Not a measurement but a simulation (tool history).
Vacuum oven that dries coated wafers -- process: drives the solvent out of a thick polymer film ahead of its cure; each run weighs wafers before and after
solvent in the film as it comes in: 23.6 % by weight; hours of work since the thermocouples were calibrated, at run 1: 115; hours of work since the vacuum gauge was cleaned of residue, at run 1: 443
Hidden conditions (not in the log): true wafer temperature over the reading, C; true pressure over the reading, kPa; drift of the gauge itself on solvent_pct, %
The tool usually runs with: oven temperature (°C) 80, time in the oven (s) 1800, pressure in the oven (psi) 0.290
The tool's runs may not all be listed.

run	day	oven temperature (°C)	time in the oven (s)	pressure in the oven (psi)	hours of work since the thermocouples were calibrated	hours of work since the vacuum gauge was cleaned of residue	solvent left in the film (%)
1	0.000	80	1800	0.290	115	443	3.36
2	3.600	80	1800	0.290	153	482	3.33
3	6.217	80	1800	0.290	181	509	3.46
4	10.158	80	1800	0.290	223	551	3.45
5	13.988	80	2040	0.290	264	592	3.00
6	17.121	80	2040	0.290	297	625	2.92
7	20.612	80	2040	0.290	334	663	3.04
8	23.525	80	2040	0.290	365	694	2.91
9	25.208	80	2040	0.290	383	711	2.96
10	28.658	80	900	0.290	420	748	7.59
11	30.821	80	900	0.290	443	771	7.52
12	32.650	88	1800	0.290	462	791	1.82
13	34.246	89	1080	0.348	479	808	3.72
14	36.575	72	1680	0.348	504	832	6.87
15	39.129	72	1680	0.348	531	860	6.82
16	42.458	72	1680	0.557	567	895	7.91
17	45.533	80	1800	0.628	599	928	5.04
18	49.354	80	1800	0.628	640	968	5.02
19	51.871	80	1800	0.628	667	995	5.10
20	54.342	71	960	0.677	693	1022	12.34
21	56.412	71	2940	0.658	715	1044	6.31

Predict each of these 4 candidate next runs independently; none follows another, all start after run 21:
A	58.462	88	1800	0.290	737	1065	?
B	58.462	91	2940	0.658	737	1065	?
C	58.462	80	1800	0.318	737	1065	?
D	58.462	80	1260	0.290	737	1065	?

run	solvent left in the film (%)
A	1.95
B	2.14
C	3.85
D	5.59
With no hidden state in the tool, these same runs would have given:
run	solvent left in the film (%)
A	1.59
B	1.90
C	3.25
D	4.90
